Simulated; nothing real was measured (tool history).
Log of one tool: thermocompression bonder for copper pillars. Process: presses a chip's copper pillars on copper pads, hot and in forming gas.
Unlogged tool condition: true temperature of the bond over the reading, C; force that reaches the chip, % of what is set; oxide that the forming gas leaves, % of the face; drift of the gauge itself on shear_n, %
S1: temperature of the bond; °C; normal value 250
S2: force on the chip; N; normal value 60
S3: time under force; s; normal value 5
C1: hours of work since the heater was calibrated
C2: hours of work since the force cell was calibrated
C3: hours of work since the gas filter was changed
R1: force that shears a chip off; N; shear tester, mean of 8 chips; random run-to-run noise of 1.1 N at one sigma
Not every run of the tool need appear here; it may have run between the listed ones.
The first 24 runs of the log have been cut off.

run    hour   S1  S2  S3   C1   C2   C3     R1
 25  1038.2  247  72   5   59  544   61  113.6
 26  1091.1  266  73   4  101  586  103  120.3
 27  1125.4  255  60   9  128  613  130  120.1
 28  1171.3  249  60   9  164  650  167  115.6
     1206.6  -- heater calibrated with a thermocouple chip, once more
 29  1206.6  250  48   5    0  676  193     81
 30  1244.8  238  76   5   30  706  223  101.8
 31  1278.1  238  76   5   57  733  250    101
     1289.7  -- forming gas filter changed
 32  1329.8  238  76   5   97  773   32  109.6
 33  1373.5  238  38   5  132  808   66   61.4
 34  1411.2  238  38   5  162  838   96   60.9
 35    1440  250  56   5  185  861  119   95.4
 36  1469.9  263  80   3  208  884  143  115.4
 37  1523.8  253  80   3  251  927  186  108.4
 38    1581  258  71   6  297  972  231  115.5

Forecast each of these 3 alternatives for the next run:
     1614.1  -- forming gas filter changed
  A  1614.1  250  51   5  322  998   0   ?
     1614.1  -- forming gas filter changed
  B  1614.1  268  67   6  322  998   0   ?
     1614.1  -- forming gas filter changed
  C  1614.1  258  71   5  322  998   0   ?

run     R1
  A   96.1
  B  132.4
  C  124.1
Without the tool's hidden state the same runs would have given:
run     R1
  A   89.3
  B  127.2
  C  118.2
